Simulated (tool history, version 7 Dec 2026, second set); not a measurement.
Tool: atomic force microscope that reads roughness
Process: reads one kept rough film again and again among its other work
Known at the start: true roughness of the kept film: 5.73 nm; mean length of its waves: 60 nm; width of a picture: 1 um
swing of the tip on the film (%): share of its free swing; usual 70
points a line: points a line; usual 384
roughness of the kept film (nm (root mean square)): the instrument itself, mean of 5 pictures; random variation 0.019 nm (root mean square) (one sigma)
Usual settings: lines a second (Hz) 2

| run | hour | lines a second (Hz) | swing of the tip on the film (%) | points a line | roughness of the kept film (nm (root mean square)) |
|---|---|---|---|---|---|
| 1 | 0 | 2 | 70 | 384 | 4.36 |
| 2 | 21.8 | 2 | 70 | 384 | 4.301 |
| 3 | 32 | 2 | 70 | 384 | 4.261 |
| 4 | 46.6 | 2 | 70 | 384 | 4.192 |
| 5 | 68.7 | 2 | 70 | 348 | 4.12 |
|  | 71.7 | height scale calibrated on a step standard |
| 6 | 86.9 | 2 | 70 | 348 | 4.068 |
| 7 | 97.4 | 2 | 70 | 460 | 4.022 |
| 8 | 117.5 | 2 | 70 | 623 | 3.962 |
| 9 | 130.1 | 2 | 70 | 623 | 3.95 |
| 10 | 146.2 | 2 | 69 | 373 | 3.941 |
|  | 157.5 | height scale calibrated on a step standard, once more |
|  | 158 | new tip fitted |
| 11 | 164.1 | 2 | 79 | 384 | 4.366 |
| 12 | 178.7 | 2 | 67 | 384 | 4.77 |
| 13 | 195.5 | 1.18 | 70 | 384 | 4.81 |
| 14 | 216.5 | 1.18 | 70 | 384 | 4.695 |
| 15 | 229 | 0.96 | 66 | 458 | 4.753 |
| 16 | 242.7 | 0.96 | 66 | 458 | 4.751 |
| 17 | 255 | 0.96 | 66 | 458 | 4.725 |

Forecast each of these 5 alternatives for the next run:
| A | 278.3 | 0.76 | 66 | 458 | ? |
| B | 278.3 | 1.52 | 65 | 453 | ? |
| C | 278.3 | 0.7 | 77 | 305 | ? |
| D | 278.3 | 0.96 | 66 | 458 | ? |
| E | 278.3 | 1.33 | 80 | 448 | ? |

| run | roughness of the kept film (nm (root mean square)) |
|---|---|
| A | 4.64 |
| B | 4.516 |
| C | 4.525 |
| D | 4.559 |
| E | 4.185 |
Without the tool's hidden state the same runs would have given:
| run | roughness of the kept film (nm (root mean square)) |
|---|---|
| A | 5.182 |
| B | 5.044 |
| C | 5.054 |
| D | 5.092 |
| E | 4.675 |
